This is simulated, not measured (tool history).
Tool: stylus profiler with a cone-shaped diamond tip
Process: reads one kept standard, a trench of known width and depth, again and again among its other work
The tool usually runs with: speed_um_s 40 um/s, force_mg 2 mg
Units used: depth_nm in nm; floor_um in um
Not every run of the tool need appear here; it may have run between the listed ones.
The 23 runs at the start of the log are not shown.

| run | hour | speed_um_s | force_mg | depth_nm | floor_um |
|---|---|---|---|---|---|
| 24 | 489 | 20 | 3.18 | 203.51 | 97.95 |
| 25 | 506.7 | 64 | 3.18 | 203.55 | 97.65 |
| 26 | 534.2 | 13 | 0.78 | 201.37 | 97.87 |
| 27 | 559 | 40 | 0.94 | 201.53 | 97.59 |
| 28 | 581.1 | 40 | 0.94 | 201.56 | 97.63 |
| 29 | 603 | 40 | 0.94 | 201.55 | 97.58 |
| 30 | 630.7 | 126 | 2 | 202.55 | 97.1 |
| 31 | 645.6 | 22 | 2.57 | 203.05 | 97.91 |

Forecast each of these 3 alternatives for the next run:
| A | 672 | 124 | 3.15 | ? | ? |
| B | 672 | 117 | 3.43 | ? | ? |
| C | 672 | 32 | 1.53 | ? | ? |

| run | depth_nm | floor_um |
|---|---|---|
| A | 203.49 | 97.31 |
| B | 203.71 | 97.4 |
| C | 202.16 | 97.77 |
Without the tool's hidden state the same runs would have given:
| run | depth_nm | floor_um |
|---|---|---|
| A | 203.49 | 97.31 |
| B | 203.71 | 97.4 |
| C | 202.16 | 97.77 |
